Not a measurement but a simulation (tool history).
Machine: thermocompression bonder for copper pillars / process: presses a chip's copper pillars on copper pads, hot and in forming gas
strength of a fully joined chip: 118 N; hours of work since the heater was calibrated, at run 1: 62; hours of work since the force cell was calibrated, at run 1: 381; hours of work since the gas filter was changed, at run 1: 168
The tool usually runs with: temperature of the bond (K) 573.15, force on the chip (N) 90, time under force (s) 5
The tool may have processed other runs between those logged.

run	hour	temperature of the bond (K)	force on the chip (N)	time under force (s)	hours of work since the heater was calibrated	hours of work since the force cell was calibrated	hours of work since the gas filter was changed	force that shears a chip off (N)
1	0.0	573.15	90	5	62	381	168	68.6
2	6.9	573.15	90	5	67	385	172	67.7
3	22.3	573.15	74	5	76	395	182	60.2
4	28.9	573.15	74	5	81	399	186	59.7
5	39.0	573.15	74	5	87	405	192	60.0
6	52.2	573.15	74	5	95	414	201	59.5
7	59.6	573.15	74	5	100	418	205	59.1
8	66.9	573.15	74	5	104	423	210	59.8
9	78.8	573.15	74	4	112	430	217	55.6
10	92.8	573.15	74	4	121	439	226	55.0
11	100.3	573.15	90	5	125	444	231	67.5
12	107.8	573.15	90	5	130	449	236	66.9
13	114.8	573.15	90	5	135	453	240	66.5
# hour 122.5: forming gas filter changed
14	124.0	573.15	90	5	140	459	1	74.1
15	132.9	573.15	90	5	146	464	7	74.2
16	141.9	575.15	67	7	151	470	12	68.1
17	152.4	569.15	60	10	158	476	19	68.8
18	160.7	569.15	60	10	163	482	24	67.7
19	170.6	569.15	60	10	169	488	30	67.6
20	180.1	569.15	60	10	175	494	36	67.8
21	190.0	568.15	126	5	181	500	42	85.3
22	198.6	580.15	97	5	187	505	48	79.0
23	205.3	580.15	97	5	191	510	52	79.3
24	217.3	573.15	56	12	199	517	60	70.6
25	228.9	559.15	124	7	206	524	67	87.4

Predict each of these 5 candidate next runs independently; none follows another, all start after run 25:
A	235.7	573.15	90	10	210	529	71	?
B	235.7	573.15	90	4	210	529	71	?
C	235.7	566.15	57	5	210	529	71	?
D	235.7	559.15	57	12	210	529	71	?
E	235.7	559.15	124	12	210	529	71	?

run	force that shears a chip off (N)
A	86.0
B	67.5
C	49.8
D	64.8
E	96.7
Take away the tool's hidden state, keep each run's random variation, and the runs would have read:
run	force that shears a chip off (N)
A	86.4
B	67.3
C	49.4
D	64.5
E	97.7
